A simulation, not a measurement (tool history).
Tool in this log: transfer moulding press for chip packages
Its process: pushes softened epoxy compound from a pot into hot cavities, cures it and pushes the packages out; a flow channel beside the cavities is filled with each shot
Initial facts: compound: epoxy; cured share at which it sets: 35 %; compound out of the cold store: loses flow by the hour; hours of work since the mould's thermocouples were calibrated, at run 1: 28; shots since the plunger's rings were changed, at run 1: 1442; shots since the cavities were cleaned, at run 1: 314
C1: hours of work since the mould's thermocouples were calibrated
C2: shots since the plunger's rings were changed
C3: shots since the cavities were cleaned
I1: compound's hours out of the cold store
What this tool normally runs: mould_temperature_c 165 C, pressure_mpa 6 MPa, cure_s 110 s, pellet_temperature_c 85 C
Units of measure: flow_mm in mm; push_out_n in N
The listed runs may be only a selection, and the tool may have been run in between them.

{"run": 1, "hour": 0.0, "mould_temperature_c": 165, "pressure_mpa": 6, "cure_s": 110, "pellet_temperature_c": 85, "C1": 28, "C2": 1442, "C3": 314, "I1": 45.9, "flow_mm": 939, "push_out_n": 307}
{"run": 2, "hour": 9.7, "mould_temperature_c": 165, "pressure_mpa": 6, "cure_s": 110, "pellet_temperature_c": 85, "C1": 32, "C2": 1504, "C3": 376, "I1": 11.1, "flow_mm": 1032, "push_out_n": 330}
{"run": 3, "hour": 17.6, "mould_temperature_c": 171, "pressure_mpa": 6, "cure_s": 110, "pellet_temperature_c": 85, "C1": 36, "C2": 1556, "C3": 428, "I1": 40.7, "flow_mm": 925, "push_out_n": 261}
{"run": 4, "hour": 24.1, "mould_temperature_c": 171, "pressure_mpa": 6, "cure_s": 110, "pellet_temperature_c": 85, "C1": 38, "C2": 1598, "C3": 470, "I1": 31.5, "flow_mm": 958, "push_out_n": 254}
{"run": 5, "hour": 32.4, "mould_temperature_c": 171, "pressure_mpa": 6, "cure_s": 110, "pellet_temperature_c": 85, "C1": 42, "C2": 1652, "C3": 524, "I1": 44.7, "flow_mm": 916, "push_out_n": 253}
{"run": 6, "hour": 46.8, "mould_temperature_c": 171, "pressure_mpa": 6, "cure_s": 110, "pellet_temperature_c": 85, "C1": 48, "C2": 1746, "C3": 618, "I1": 14.4, "flow_mm": 1001, "push_out_n": 256}
{"hour": 55.4, "done": "cavities cleaned with cleaning compound and waxed"}
{"run": 7, "hour": 56.8, "mould_temperature_c": 171, "pressure_mpa": 6, "cure_s": 110, "pellet_temperature_c": 85, "C1": 51, "C2": 1801, "C3": 9, "I1": 39.9, "flow_mm": 930, "push_out_n": 247}
{"run": 8, "hour": 65.1, "mould_temperature_c": 171, "pressure_mpa": 6, "cure_s": 110, "pellet_temperature_c": 85, "C1": 55, "C2": 1855, "C3": 63, "I1": 30.9, "flow_mm": 954, "push_out_n": 252}
{"run": 9, "hour": 73.8, "mould_temperature_c": 165, "pressure_mpa": 6, "cure_s": 110, "pellet_temperature_c": 85, "C1": 59, "C2": 1911, "C3": 119, "I1": 40.7, "flow_mm": 952, "push_out_n": 315}
{"run": 10, "hour": 83.6, "mould_temperature_c": 165, "pressure_mpa": 6, "cure_s": 110, "pellet_temperature_c": 85, "C1": 63, "C2": 1975, "C3": 183, "I1": 45, "flow_mm": 937, "push_out_n": 311}
{"run": 11, "hour": 92.6, "mould_temperature_c": 165, "pressure_mpa": 6, "cure_s": 110, "pellet_temperature_c": 85, "C1": 66, "C2": 2033, "C3": 241, "I1": 16.3, "flow_mm": 1016, "push_out_n": 318}
{"run": 12, "hour": 105.2, "mould_temperature_c": 165, "pressure_mpa": 6, "cure_s": 110, "pellet_temperature_c": 85, "C1": 72, "C2": 2115, "C3": 323, "I1": 8.4, "flow_mm": 1040, "push_out_n": 333}
{"run": 13, "hour": 118.0, "mould_temperature_c": 165, "pressure_mpa": 6.65, "cure_s": 110, "pellet_temperature_c": 93, "C1": 77, "C2": 2199, "C3": 407, "I1": 17.1, "flow_mm": 1058, "push_out_n": 325}
{"run": 14, "hour": 124.0, "mould_temperature_c": 165, "pressure_mpa": 7.12, "cure_s": 124, "pellet_temperature_c": 85, "C1": 80, "C2": 2237, "C3": 445, "I1": 24.6, "flow_mm": 1081, "push_out_n": 265}
{"run": 15, "hour": 130.2, "mould_temperature_c": 164, "pressure_mpa": 6.26, "cure_s": 124, "pellet_temperature_c": 94, "C1": 82, "C2": 2278, "C3": 486, "I1": 38.6, "flow_mm": 983, "push_out_n": 282}
{"run": 16, "hour": 138.6, "mould_temperature_c": 165, "pressure_mpa": 5.78, "cure_s": 110, "pellet_temperature_c": 85, "C1": 86, "C2": 2332, "C3": 540, "I1": 42.9, "flow_mm": 925, "push_out_n": 307}
{"run": 17, "hour": 149.4, "mould_temperature_c": 165, "pressure_mpa": 5.78, "cure_s": 110, "pellet_temperature_c": 85, "C1": 90, "C2": 2402, "C3": 610, "I1": 17.3, "flow_mm": 989, "push_out_n": 330}

Alternative continuations, all from the tool just after run 17; predict every row:
{"hour": 159.6, "done": "cavities cleaned with cleaning compound and waxed"}
{"run": "A", "hour": 164.7, "mould_temperature_c": 165, "pressure_mpa": 5.13, "cure_s": 110, "pellet_temperature_c": 84, "C1": 96, "C2": 2492, "C3": 33, "I1": 41.3, "flow_mm": "?", "push_out_n": "?"}
{"hour": 159.6, "done": "cavities cleaned with cleaning compound and waxed"}
{"run": "B", "hour": 164.7, "mould_temperature_c": 165, "pressure_mpa": 5.78, "cure_s": 128, "pellet_temperature_c": 83, "C1": 96, "C2": 2492, "C3": 33, "I1": 30.2, "flow_mm": "?", "push_out_n": "?"}
{"hour": 159.6, "done": "cavities cleaned with cleaning compound and waxed"}
{"run": "C", "hour": 164.7, "mould_temperature_c": 165, "pressure_mpa": 5.78, "cure_s": 110, "pellet_temperature_c": 93, "C1": 96, "C2": 2492, "C3": 33, "I1": 38.9, "flow_mm": "?", "push_out_n": "?"}

run=A flow_mm=871 push_out_n=316
run=B flow_mm=960 push_out_n=264
run=C flow_mm=936 push_out_n=314
Without the tool's hidden state the same runs would have given:
run=A flow_mm=871 push_out_n=316
run=B flow_mm=961 push_out_n=263
run=C flow_mm=937 push_out_n=314
